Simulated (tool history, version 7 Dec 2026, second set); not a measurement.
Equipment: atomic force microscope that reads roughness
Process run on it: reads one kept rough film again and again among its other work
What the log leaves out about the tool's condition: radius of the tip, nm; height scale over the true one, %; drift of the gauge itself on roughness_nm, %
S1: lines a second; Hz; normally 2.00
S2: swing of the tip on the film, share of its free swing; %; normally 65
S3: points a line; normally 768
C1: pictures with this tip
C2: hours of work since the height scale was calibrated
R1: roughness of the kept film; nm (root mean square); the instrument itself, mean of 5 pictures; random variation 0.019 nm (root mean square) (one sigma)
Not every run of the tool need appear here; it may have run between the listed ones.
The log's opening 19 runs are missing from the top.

| run | day | S1 | S2 | S3 | C1 | C2 | R1 |
|---|---|---|---|---|---|---|---|
| 20 | 10.708 | 0.84 | 64 | 697 | 117 | 16 | 4.069 |
| 21 | 11.542 | 2.00 | 69 | 984 | 144 | 29 | 3.841 |
|  | 11.950 | height scale calibrated on a step standard, once more |
| 22 | 12.304 | 2.00 | 69 | 984 | 168 | 5 | 3.782 |
| 23 | 12.933 | 2.00 | 65 | 400 | 188 | 15 | 3.669 |
| 24 | 13.654 | 1.94 | 58 | 995 | 212 | 26 | 3.681 |
| 25 | 14.417 | 1.65 | 80 | 506 | 237 | 38 | 3.433 |
| 26 | 14.958 | 0.70 | 79 | 313 | 255 | 46 | 3.453 |
| 27 | 15.621 | 1.34 | 70 | 703 | 277 | 56 | 3.406 |
| 28 | 16.425 | 1.34 | 70 | 669 | 303 | 69 | 3.306 |
|  | 16.583 | new tip fitted |
| 29 | 16.854 | 0.60 | 67 | 714 | 9 | 75 | 4.663 |
| 30 | 17.588 | 0.60 | 67 | 714 | 33 | 86 | 4.493 |
| 31 | 18.238 | 2.27 | 60 | 308 | 55 | 96 | 4.258 |

Forecast each of these 3 alternatives for the next run:
| A | 18.596 | 2.06 | 65 | 988 | 66 | 102 | ? |
| B | 18.596 | 2.26 | 60 | 308 | 66 | 102 | ? |
| C | 18.596 | 2.16 | 85 | 297 | 66 | 102 | ? |

| run | R1 |
|---|---|
| A | 4.243 |
| B | 4.218 |
| C | 3.912 |
Without the tool's unlogged condition, the same runs would have read:
| run | R1 |
|---|---|
| A | 4.634 |
| B | 4.608 |
| C | 4.273 |

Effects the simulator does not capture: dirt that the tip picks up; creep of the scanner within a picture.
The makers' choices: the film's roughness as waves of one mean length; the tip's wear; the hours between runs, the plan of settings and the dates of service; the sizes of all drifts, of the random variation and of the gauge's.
